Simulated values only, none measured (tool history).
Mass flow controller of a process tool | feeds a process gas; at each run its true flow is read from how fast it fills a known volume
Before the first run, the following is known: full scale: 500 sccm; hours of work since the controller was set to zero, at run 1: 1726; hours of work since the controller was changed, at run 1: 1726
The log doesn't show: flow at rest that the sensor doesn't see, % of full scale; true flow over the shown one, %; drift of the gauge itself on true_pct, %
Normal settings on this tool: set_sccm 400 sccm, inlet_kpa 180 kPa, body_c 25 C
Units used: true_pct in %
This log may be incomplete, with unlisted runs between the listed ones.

run,hour,set_sccm,inlet_kpa,body_c,hours of work since the controller was set to zero,hours of work since the controller was changed,true_pct
1,0.0,400,180,25,1726,1726,99.67
2,53.2,400,180,25,1756,1756,99.85
3,120.3,400,180,25,1792,1792,99.94
4,213.7,400,180,25,1844,1844,100.01
5,296.9,400,180,25,1889,1889,99.92
6,375.7,400,180,25,1933,1933,99.92
7,431.7,400,180,25,1963,1963,100.13
8,525.9,400,180,35,2015,2015,100.95
9,604.6,78,180,25,2059,2059,99.86
10,651.6,134,180,25,2084,2084,99.93
11,723.5,134,180,25,2124,2124,100.08
12,766.2,134,180,25,2147,2147,100.06
13,817.3,134,180,25,2175,2175,100.04
14,874.6,134,180,25,2207,2207,100.07
15,924.5,134,180,25,2234,2234,100.15
16,1020.6,134,180,25,2287,2287,100.05
# hour 1099.5: gauge calibrated
17,1099.5,394,265,30,2330,2330,100.60
18,1183.8,217,222,25,2377,2377,99.76
19,1230.5,400,159,28,2402,2402,100.14
20,1310.2,478,201,23,2446,2446,99.85
21,1410.7,400,241,36,2501,2501,101.15
22,1483.4,88,224,26,2541,2541,99.93
23,1549.1,331,224,24,2577,2577,100.09
24,1641.4,96,180,25,2628,2628,99.79
25,1705.4,167,160,24,2663,2663,99.84
26,1752.0,137,162,26,2689,2689,99.84
27,1797.8,137,162,26,2714,2714,99.89
28,1854.3,446,180,25,2745,2745,100.25
29,1895.3,446,218,25,2768,2768,100.55
30,1957.3,152,218,20,2802,2802,99.92
31,2048.5,400,180,23,2852,2852,100.30

Measured less the same run without the tool's hidden state. The same run-to-run variation is in both; the gauge's scatter may not be:
run,true_pct
1,+0.00
2,+0.04
3,+0.09
4,+0.16
5,+0.22
6,+0.29
7,+0.33
8,+0.40
9,+0.44
10,+0.48
11,+0.53
12,+0.57
13,+0.61
14,+0.65
15,+0.68
16,+0.75
17,+0.00
18,+0.06
19,+0.10
20,+0.16
21,+0.23
22,+0.27
23,+0.34
24,+0.39
25,+0.45
26,+0.47
27,+0.51
28,+0.57
29,+0.60
30,+0.63
31,+0.71

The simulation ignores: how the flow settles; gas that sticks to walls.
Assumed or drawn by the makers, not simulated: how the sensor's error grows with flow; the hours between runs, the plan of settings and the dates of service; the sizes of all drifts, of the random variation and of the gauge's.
